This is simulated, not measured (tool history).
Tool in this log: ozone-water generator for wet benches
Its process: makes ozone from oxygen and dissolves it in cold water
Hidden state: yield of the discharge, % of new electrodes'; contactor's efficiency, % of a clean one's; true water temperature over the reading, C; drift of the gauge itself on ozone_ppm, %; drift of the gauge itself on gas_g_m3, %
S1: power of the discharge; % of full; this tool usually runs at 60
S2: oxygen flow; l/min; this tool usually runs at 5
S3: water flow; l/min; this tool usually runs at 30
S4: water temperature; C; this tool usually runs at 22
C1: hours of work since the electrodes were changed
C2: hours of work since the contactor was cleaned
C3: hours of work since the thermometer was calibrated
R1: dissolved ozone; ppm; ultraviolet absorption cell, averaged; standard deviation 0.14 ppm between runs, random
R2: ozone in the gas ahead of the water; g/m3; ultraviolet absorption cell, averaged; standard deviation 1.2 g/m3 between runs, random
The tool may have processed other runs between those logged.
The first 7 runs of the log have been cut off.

| run | hour | S1 | S2 | S3 | S4 | C1 | C2 | C3 | R1 | R2 |
|---|---|---|---|---|---|---|---|---|---|---|
| 8 | 766.8 | 60 | 5 | 30 | 22 | 2901 | 3873 | 394 | 16.7 | 209.7 |
| 9 | 884.3 | 60 | 5 | 30 | 22 | 2972 | 3944 | 465 | 16.5 | 210.4 |
| 10 | 980.4 | 60 | 5 | 30 | 22 | 3030 | 4002 | 524 | 16.5 | 209 |
| 11 | 1071 | 60 | 5 | 30 | 22 | 3085 | 4057 | 578 | 16.6 | 211.6 |
| 12 | 1231 | 60 | 5 | 30 | 22 | 3181 | 4154 | 675 | 16.7 | 208.5 |
| 13 | 1331.8 | 60 | 5 | 30 | 22 | 3242 | 4215 | 736 | 16.5 | 210.9 |
| 14 | 1421.5 | 60 | 5 | 25 | 22 | 3296 | 4269 | 790 | 19.4 | 211.3 |
| 15 | 1535.6 | 60 | 5 | 25 | 22 | 3365 | 4338 | 859 | 19.5 | 209.6 |
| 16 | 1654.4 | 90 | 5 | 30 | 22 | 3437 | 4410 | 931 | 21.6 | 274.4 |
| 17 | 1798 | 90 | 5 | 30 | 22 | 3524 | 4496 | 1018 | 21.5 | 275.4 |
| 18 | 1869.6 | 64 | 5 | 35 | 22 | 3567 | 4540 | 1061 | 15.1 | 218 |
| 19 | 1986.2 | 72 | 6.13 | 20 | 15 | 3638 | 4610 | 1132 | 28.7 | 205.6 |
| 20 | 2148.7 | 72 | 4.39 | 19 | 15 | 3736 | 4708 | 1230 | 31 | 256.4 |
| 21 | 2285.7 | 85 | 7.83 | 24 | 16 | 3819 | 4791 | 1313 | 26.5 | 197.5 |
| 22 | 2412.2 | 60 | 2.79 | 24 | 28 | 3896 | 4868 | 1389 | 19.1 | 306.9 |
| 23 | 2483.1 | 50 | 3.02 | 24 | 15 | 3938 | 4911 | 1432 | 19.4 | 258.9 |
| 24 | 2619.2 | 63 | 3.02 | 35 | 17 | 4021 | 4993 | 1514 | 14.7 | 301 |
| 25 | 2714.7 | 46 | 2.51 | 35 | 17 | 4078 | 5051 | 1572 | 11.6 | 275.8 |
| 26 | 2793.9 | 72 | 5 | 33 | 16 | 4126 | 5099 | 1620 | 18 | 237.6 |
| 27 | 2927.4 | 56 | 3.39 | 46 | 17 | 4207 | 5179 | 1701 | 10 | 257.7 |
| 28 | 3023.9 | 56 | 3.39 | 46 | 17 | 4265 | 5238 | 1759 | 10.3 | 255.6 |
| 29 | 3172.2 | 54 | 6.98 | 33 | 27 | 4355 | 5327 | 1849 | 13 | 157.3 |
| 30 | 3248.7 | 60 | 2.69 | 30 | 22 | 4401 | 5374 | 1895 | 16.4 | 315.8 |
| 31 | 3404.5 | 57 | 5.08 | 30 | 17 | 4495 | 5468 | 1989 | 16.9 | 201.4 |
| 32 | 3530.4 | 41 | 8.76 | 25 | 15 | 4572 | 5544 | 2065 | 15.7 | 113.6 |

Alternative continuations, all from the tool just after run 32; predict every row:
| A | 3607.4 | 44 | 8.76 | 24 | 15 | 4618 | 5590 | 2112 | ? | ? |
| B | 3607.4 | 88 | 4.94 | 32 | 22 | 4618 | 5590 | 2112 | ? | ? |
| C | 3607.4 | 83 | 3.1 | 25 | 23 | 4618 | 5590 | 2112 | ? | ? |
| D | 3607.4 | 41 | 5.54 | 25 | 18 | 4618 | 5590 | 2112 | ? | ? |
| E | 3607.4 | 63 | 5 | 30 | 22 | 4618 | 5590 | 2112 | ? | ? |

| run | R1 | R2 |
|---|---|---|
| A | 17.1 | 119.1 |
| B | 20.2 | 269 |
| C | 23.9 | 354.5 |
| D | 15.9 | 152.7 |
| E | 17.2 | 215.4 |
Without the tool's unlogged condition, the same runs would have read:
| run | R1 | R2 |
|---|---|---|
| A | 17.2 | 119.2 |
| B | 20.2 | 269.4 |
| C | 24 | 355 |
| D | 15.9 | 152.8 |
| E | 17.2 | 215.6 |
